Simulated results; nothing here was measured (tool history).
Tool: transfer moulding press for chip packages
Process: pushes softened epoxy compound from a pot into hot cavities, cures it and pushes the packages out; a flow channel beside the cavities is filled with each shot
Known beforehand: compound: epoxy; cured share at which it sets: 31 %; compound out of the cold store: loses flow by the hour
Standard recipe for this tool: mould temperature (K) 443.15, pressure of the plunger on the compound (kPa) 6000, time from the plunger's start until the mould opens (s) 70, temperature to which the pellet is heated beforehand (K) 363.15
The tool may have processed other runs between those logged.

run	hour	mould temperature (K)	pressure of the plunger on the compound (kPa)	time from the plunger's start until the mould opens (s)	temperature to which the pellet is heated beforehand (K)	incoming compound's hours out of the cold store	length that the compound runs in the flow channel (mm)	greatest force on the pins that push the packages out (N)
1	0.0	443.15	6000	70	363.15	31.4	511	245
2	21.4	443.15	6000	70	363.15	38.5	486	307
# hour 47.6: cavities cleaned with cleaning compound and waxed
3	66.1	443.15	6000	70	363.15	41.3	473	301
# hour 79.0: plunger's sealing rings changed
4	90.2	443.15	6000	70	363.15	37.4	523	346
# hour 102.6: cavities cleaned with cleaning compound and waxed
5	111.5	443.15	6000	70	363.15	25.1	559	279
6	142.3	443.15	6000	70	363.15	8.6	606	377
# hour 153.8: cavities cleaned with cleaning compound and waxed
7	170.5	443.15	6000	70	366.15	11.9	592	308
# hour 206.4: cavities cleaned with cleaning compound and waxed
8	210.4	443.15	6000	70	366.15	12.1	581	262
9	254.9	443.15	6000	70	366.15	37.0	499	368
# hour 260.2: cavities cleaned with cleaning compound and waxed
10	285.4	443.15	6000	70	366.15	13.7	566	345
# hour 310.6: cavities cleaned with cleaning compound and waxed
11	326.4	443.15	6000	70	366.15	10.9	573	304
# hour 361.5: cavities cleaned with cleaning compound and waxed
# hour 375.7: plunger's sealing rings changed
12	375.7	443.15	6000	70	366.15	24.1	570	275
13	401.0	443.15	6000	101	363.15	23.7	565	241

Expected results for the next run?
# hour 416.4: cavities cleaned with cleaning compound and waxed
14	439.5	443.15	6940	51	363.15	40.7	?	?

{"run 14": {"length that the compound runs in the flow channel (mm)": 547, "greatest force on the pins that push the packages out (N)": 659}}
Had the tool carried no hidden state, the very same run would have given length that the compound runs in the flow channel (mm) 560, greatest force on the pins that push the packages out (N) 477.

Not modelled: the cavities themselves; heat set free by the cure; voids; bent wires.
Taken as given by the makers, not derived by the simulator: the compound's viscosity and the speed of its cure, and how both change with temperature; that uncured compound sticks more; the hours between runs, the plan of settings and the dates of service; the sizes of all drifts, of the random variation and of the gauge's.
